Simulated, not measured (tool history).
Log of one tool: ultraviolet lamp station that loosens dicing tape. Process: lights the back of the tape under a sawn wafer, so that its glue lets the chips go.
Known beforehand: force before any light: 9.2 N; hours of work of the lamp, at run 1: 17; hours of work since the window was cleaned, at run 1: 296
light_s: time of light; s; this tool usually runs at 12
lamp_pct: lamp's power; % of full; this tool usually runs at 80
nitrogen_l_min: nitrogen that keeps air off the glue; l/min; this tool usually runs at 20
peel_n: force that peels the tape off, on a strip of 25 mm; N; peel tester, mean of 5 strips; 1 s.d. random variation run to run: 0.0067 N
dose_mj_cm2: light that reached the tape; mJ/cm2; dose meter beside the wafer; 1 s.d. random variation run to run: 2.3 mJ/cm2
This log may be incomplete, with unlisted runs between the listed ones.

run     day  light_s  lamp_pct  nitrogen_l_min  hours of work of the lamp  hours of work since the window was cleaned  peel_n  dose_mj_cm2
  1   0.000       12        80              20                         17                                         296   0.245          207
  2   0.750       12        80              20                         26                                         305   0.219          207
  3   1.133       12        80              20                         30                                         310   0.238          208
  4   1.762       12        80              20                         38                                         317   0.217          204
  5   2.525       12        80              20                         47                                         326   0.230          210
  6   2.962       12        80              20                         52                                         331   0.215          209
  7   3.288       12        80              20                         55                                         335   0.222          209
  8   3.954       12        98              20                         63                                         343   0.165          253
  9   4.583       11        80              20                         71                                         350   0.280          194
 10   5.350       12        66              20                         80                                         359   0.335          177
 11   6.096       12        66              20                         88                                         368   0.344          171
 12   6.567       12        66              20                         94                                         373   0.337          172
 13   7.129       13        60              20                        100                                         380   0.358          168
 14   7.867       12        80              19                        109                                         388   0.227          212
 15   8.575        6        93              18                        117                                         397   0.829          120
 16   9.133        6        93              18                        124                                         403   0.873          118
 17   9.558        6        93              18                        129                                         408   0.796          121
 18  10.242        6        93              18                        137                                         416   0.836          121
     10.692  -- window cleaned of glue's vapour
 19  10.762        9        73              26                        143                                           1   0.415          145
 20  11.408        7        80              20                        150                                           8   0.754          125

5 ways to go on from here, each from the tool as it stands after run 20. What would each give?
  A  11.725       13        67              20                        154                                          12       ?            ?
  B  11.725       11        84              27                        154                                          12       ?            ?
  C  11.725        6        65              30                        154                                          12       ?            ?
  D  11.725        7        86              11                        154                                          12       ?            ?
  E  11.725       17        80              20                        154                                          12       ?            ?

run  peel_n  dose_mj_cm2
  A   0.286          185
  B   0.197          202
  C   1.210           84
  D   1.072          136
  E   0.137          290
Without the tool's hidden state the same runs would have given:
run  peel_n  dose_mj_cm2
  A   0.286          186
  B   0.197          202
  C   1.209           84
  D   1.071          136
  E   0.137          290
